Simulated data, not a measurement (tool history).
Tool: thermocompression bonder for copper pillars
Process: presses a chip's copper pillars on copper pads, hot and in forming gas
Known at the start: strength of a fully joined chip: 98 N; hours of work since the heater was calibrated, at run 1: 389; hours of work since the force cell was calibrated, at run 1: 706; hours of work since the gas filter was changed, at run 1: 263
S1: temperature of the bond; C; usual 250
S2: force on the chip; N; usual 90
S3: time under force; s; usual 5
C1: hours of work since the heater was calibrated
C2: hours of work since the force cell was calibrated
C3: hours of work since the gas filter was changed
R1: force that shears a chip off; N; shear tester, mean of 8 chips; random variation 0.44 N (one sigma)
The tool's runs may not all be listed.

Run 1, hour 0: usual settings; C1 389; C2 706; C3 263. Result: R1 58.2 N.
Run 2, hour 72.1: usual settings; C1 428; C2 745; C3 302. Result: R1 58.4 N.
Run 3, hour 145.5: usual settings; C1 467; C2 785; C3 341. Result: R1 57.3 N.
Run 4, hour 215.9: usual settings; C1 505; C2 822; C3 379. Result: R1 58.5 N.
Run 5, hour 263.8: usual settings; C1 531; C2 848; C3 405. Result: R1 57.3 N.
Run 6, hour 315.8: usual settings; C1 559; C2 876; C3 433. Result: R1 58.5 N.
Run 7, hour 372.9: usual settings; C1 589; C2 907; C3 463. Result: R1 57.8 N.
At hour 410.2: forming gas filter changed.
Run 8, hour 434.7: usual settings; C1 622; C2 940; C3 13. Result: R1 57.3 N.
Run 9, hour 470.8: usual settings but S2 60 N, S3 12 s; C1 642; C2 959; C3 33. Result: R1 60.4 N.
Run 10, hour 552.6: usual settings but S1 244 C, S2 74 N, S3 12 s; C1 686; C2 1003; C3 77. Result: R1 64.9 N.
Run 11, hour 625.5: usual settings but S1 232 C, S2 123 N, S3 14 s; C1 725; C2 1042; C3 116. Result: R1 76.6 N.
Run 12, hour 676.6: usual settings but S1 232 C, S2 123 N, S3 14 s; C1 752; C2 1070; C3 143. Result: R1 75.4 N.
Run 13, hour 734.5: usual settings but S2 123 N, S3 12 s; C1 783; C2 1101; C3 174. Result: R1 81.9 N.
Run 14, hour 818.3: usual settings but S2 87 N, S3 6 s; C1 828; C2 1146; C3 219. Result: R1 60.1 N.

5 ways to go on from here, each from the tool as it stands after run 14. What would each give?
Run A, hour 896.1: usual settings but S1 265 C, S2 57 N; C1 870; C2 1188; C3 261. Result: R1 ?.
Run B, hour 896.1: usual settings but S2 118 N, S3 6 s; C1 870; C2 1188; C3 261. Result: R1 ?.
Run C, hour 896.1: usual settings but S2 87 N, S3 8 s; C1 870; C2 1188; C3 261. Result: R1 ?.
Run D, hour 896.1: usual settings but S1 269 C, S2 86 N; C1 870; C2 1188; C3 261. Result: R1 ?.
Run E, hour 896.1: usual settings but S3 13 s; C1 870; C2 1188; C3 261. Result: R1 ?.

run    R1
  A  51.3
  B  69.3
  C  65.3
  D    66
  E  74.9
Without the tool's hidden state the same runs would have given:
run    R1
  A  51.4
  B  69.5
  C  65.5
  D  66.2
  E  75.2
